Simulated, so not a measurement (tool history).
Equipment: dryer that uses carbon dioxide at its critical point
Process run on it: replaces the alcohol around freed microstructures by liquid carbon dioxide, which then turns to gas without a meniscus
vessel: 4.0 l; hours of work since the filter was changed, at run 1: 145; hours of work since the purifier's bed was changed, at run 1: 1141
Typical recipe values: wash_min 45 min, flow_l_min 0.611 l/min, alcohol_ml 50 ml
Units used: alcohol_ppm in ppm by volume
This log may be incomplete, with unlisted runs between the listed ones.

run	hour	wash_min	flow_l_min	alcohol_ml	hours of work since the filter was changed	hours of work since the purifier's bed was changed	alcohol_ppm
1	0.0	45	0.611	50	145	1141	132
2	64.3	45	0.611	50	196	1191	143
3	117.1	45	0.611	50	237	1233	155
# hour 144.8: inlet filter changed
4	162.5	45	0.611	50	14	1268	113
# hour 214.9: purifier's bed changed
5	233.8	45	0.611	50	68	15	75
6	288.8	45	0.611	50	111	58	80
7	333.5	45	0.611	50	146	93	86
8	370.3	45	0.611	50	175	122	91
9	424.8	45	0.611	50	218	165	113
# hour 477.4: inlet filter changed
10	487.8	45	0.611	50	8	214	64
11	550.1	45	0.611	50	57	263	81
12	610.9	45	0.472	50	105	311	246
13	661.2	53	0.472	50	145	350	138
14	698.3	53	0.472	50	174	379	142
15	749.3	53	0.472	50	214	420	154
# hour 805.5: inlet filter changed
16	819.4	53	0.472	50	11	474	125
17	883.4	53	0.416	50	61	524	202
18	914.7	53	0.416	50	86	549	210
19	978.6	53	0.416	50	136	599	221
20	1045.8	53	0.416	50	189	652	254
21	1115.4	53	0.416	50	244	707	281
# hour 1134.7: inlet filter changed
22	1158.1	53	0.416	50	18	740	202
23	1219.4	45	0.611	100	67	788	159
24	1256.4	45	0.900	65	96	817	53
25	1320.8	45	0.957	82	146	868	54
26	1383.2	45	0.957	82	195	917	59
27	1412.2	45	0.957	82	218	939	53
28	1450.9	39	0.624	40	249	970	190
# hour 1462.2: inlet filter changed
29	1506.4	71	0.823	40	35	1013	39
30	1560.9	45	0.470	57	78	1056	309
31	1603.9	45	0.470	57	111	1089	310
32	1649.7	45	0.562	73	147	1125	221
33	1695.3	45	0.562	73	183	1161	236
34	1752.2	38	0.776	23	228	1206	93
# hour 1789.1: inlet filter changed
35	1798.9	38	0.776	23	8	1242	84
36	1842.1	41	0.596	34	42	1276	145
# hour 1879.7: purifier's bed changed
37	1901.6	45	0.704	53	86	17	39
38	1951.3	28	0.704	51	125	56	342
39	2013.6	28	0.704	51	174	105	370
40	2070.6	36	0.467	79	219	150	971
# hour 2120.9: inlet filter changed
41	2141.8	36	0.467	79	16	205	728
42	2181.3	36	0.467	79	48	236	772
43	2221.8	61	0.693	50	79	268	17
44	2275.0	61	0.693	50	121	310	25

Pick out some run-to-run changes in alcohol_ppm. Of each, how much would a tool without hidden state show as well, from the settings, what came in and chance, and how much is left for the hidden state and any gauge scatter not in both results compared?
Hidden state at play: flow that reaches the vessel past the clogged filter, %; alcohol in the recycled carbon dioxide, ppm; drift of the gauge itself on alcohol_ppm, %.
Run 21 -> 22: inlet filter changed. alcohol_ppm -79 ppm by volume: hidden state -86, all else +7.
Run 37 -> 38: wash_min 45 -> 28, alcohol_ml 53 -> 51. alcohol_ppm +303 ppm by volume: hidden state +66, all else +237.
Run 39 -> 40: wash_min 28 -> 36, flow_l_min 0.704 -> 0.467, alcohol_ml 51 -> 79. alcohol_ppm +601 ppm by volume: hidden state +184, all else +417.
Run 40 -> 41: inlet filter changed. alcohol_ppm -243 ppm by volume: hidden state -255, all else +12.
Run 42 -> 43: wash_min 36 -> 61, flow_l_min 0.467 -> 0.693, alcohol_ml 79 -> 50. alcohol_ppm -755 ppm by volume: hidden state -60, all else -695.

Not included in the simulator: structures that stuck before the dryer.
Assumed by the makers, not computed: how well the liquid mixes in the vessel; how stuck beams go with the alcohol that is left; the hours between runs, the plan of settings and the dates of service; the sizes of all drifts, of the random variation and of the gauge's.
